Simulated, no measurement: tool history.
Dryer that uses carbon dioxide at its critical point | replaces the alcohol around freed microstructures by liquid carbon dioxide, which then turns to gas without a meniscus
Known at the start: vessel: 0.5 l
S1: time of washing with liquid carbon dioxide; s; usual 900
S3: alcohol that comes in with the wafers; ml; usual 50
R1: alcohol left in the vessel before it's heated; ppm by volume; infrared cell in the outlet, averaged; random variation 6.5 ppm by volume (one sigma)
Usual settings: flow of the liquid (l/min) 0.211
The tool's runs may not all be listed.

Run 1, hour 0.0: usual settings. Result: R1 503 ppm by volume.
Run 2, hour 20.7: usual settings. Result: R1 516 ppm by volume.
Run 3, hour 49.7: usual settings but S3 69 ml. Result: R1 667 ppm by volume.
Run 4, hour 72.2: usual settings. Result: R1 532 ppm by volume.
At hour 101.3: inlet filter changed.
Run 5, hour 118.6: usual settings but flow of the liquid (l/min) 0.204. Result: R1 468 ppm by volume.
Run 6, hour 158.4: usual settings but S1 780 s, flow of the liquid (l/min) 0.204. Result: R1 881 ppm by volume.
Run 7, hour 183.1: usual settings but S1 780 s, flow of the liquid (l/min) 0.204. Result: R1 882 ppm by volume.
Run 8, hour 204.0: usual settings but S1 780 s, flow of the liquid (l/min) 0.204, S3 37 ml. Result: R1 699 ppm by volume.
Run 9, hour 242.7: usual settings but S1 780 s, flow of the liquid (l/min) 0.204, S3 37 ml. Result: R1 707 ppm by volume.
Run 10, hour 276.1: usual settings but S1 660 s. Result: R1 1536 ppm by volume.
Run 11, hour 298.6: usual settings but S1 660 s. Result: R1 1544 ppm by volume.
Run 12, hour 344.6: usual settings. Result: R1 485 ppm by volume.
Run 13, hour 370.3: usual settings. Result: R1 490 ppm by volume.
Run 14, hour 400.4: usual settings. Result: R1 482 ppm by volume.
Run 15, hour 422.3: usual settings. Result: R1 512 ppm by volume.
Run 16, hour 455.8: usual settings but S1 780 s. Result: R1 874 ppm by volume.
Run 17, hour 496.9: usual settings but S3 54 ml. Result: R1 558 ppm by volume.
Run 18, hour 528.3: usual settings but S1 660 s, S3 54 ml. Result: R1 1901 ppm by volume.
Run 19, hour 553.0: usual settings but S1 660 s, S3 54 ml. Result: R1 1906 ppm by volume.
Run 20, hour 572.5: usual settings but S1 780 s, flow of the liquid (l/min) 0.173, S3 74 ml. Result: R1 3025 ppm by volume.
Run 21, hour 605.9: usual settings but S1 780 s, flow of the liquid (l/min) 0.173, S3 74 ml. Result: R1 3069 ppm by volume.
At hour 619.3: purifier's bed changed.
Run 22, hour 650.8: usual settings but flow of the liquid (l/min) 0.223, S3 33 ml. Result: R1 190 ppm by volume.
Run 23, hour 671.2: usual settings but flow of the liquid (l/min) 0.223, S3 33 ml. Result: R1 185 ppm by volume.
Run 24, hour 713.5: usual settings but flow of the liquid (l/min) 0.223, S3 33 ml. Result: R1 206 ppm by volume.
Run 25, hour 738.7: usual settings but S1 1320 s, flow of the liquid (l/min) 0.212, S3 21 ml. Result: R1 30 ppm by volume.
Run 26, hour 781.9: usual settings but S1 1320 s, flow of the liquid (l/min) 0.212, S3 21 ml. Result: R1 39 ppm by volume.
At hour 807.6: inlet filter changed.
Run 27, hour 807.6: usual settings but S1 660 s, flow of the liquid (l/min) 0.212, S3 21 ml. Result: R1 581 ppm by volume.
Run 28, hour 827.2: usual settings but S1 1200 s, flow of the liquid (l/min) 0.212, S3 21 ml. Result: R1 52 ppm by volume.
Run 29, hour 863.8: usual settings but flow of the liquid (l/min) 0.293, S3 23 ml. Result: R1 54 ppm by volume.
Run 30, hour 908.8: usual settings but flow of the liquid (l/min) 0.168. Result: R1 1063 ppm by volume.
Run 31, hour 936.8: usual settings but flow of the liquid (l/min) 0.168. Result: R1 1080 ppm by volume.
Run 32, hour 961.4: usual settings but S1 600 s, flow of the liquid (l/min) 0.253. Result: R1 958 ppm by volume.
Run 33, hour 993.2: usual settings but S1 660 s, flow of the liquid (l/min) 0.143, S3 44 ml. Result: R1 5315 ppm by volume.
Run 34, hour 1034.4: usual settings but S1 1380 s, flow of the liquid (l/min) 0.307, S3 31 ml. Result: R1 75 ppm by volume.
Run 35, hour 1064.3: usual settings but flow of the liquid (l/min) 0.208, S3 112 ml. Result: R1 838 ppm by volume.
Run 36, hour 1085.7: usual settings but S1 1140 s, flow of the liquid (l/min) 0.336, S3 53 ml. Result: R1 77 ppm by volume.

3 ways to go on from here, each from the tool as it stands after run 36. What would each give?
Run A, hour 1107.2: usual settings but S1 720 s, flow of the liquid (l/min) 0.336, S3 21 ml. Result: R1 ?.
Run B, hour 1107.2: usual settings but S1 600 s. Result: R1 ?.
Run C, hour 1107.2: usual settings but S1 660 s, flow of the liquid (l/min) 0.336, S3 53 ml. Result: R1 ?.

run    R1
  A    99
  B  2283
  C   200
Without the tool's hidden state the same runs would have given:
run    R1
  A    18
  B  1970
  C   102

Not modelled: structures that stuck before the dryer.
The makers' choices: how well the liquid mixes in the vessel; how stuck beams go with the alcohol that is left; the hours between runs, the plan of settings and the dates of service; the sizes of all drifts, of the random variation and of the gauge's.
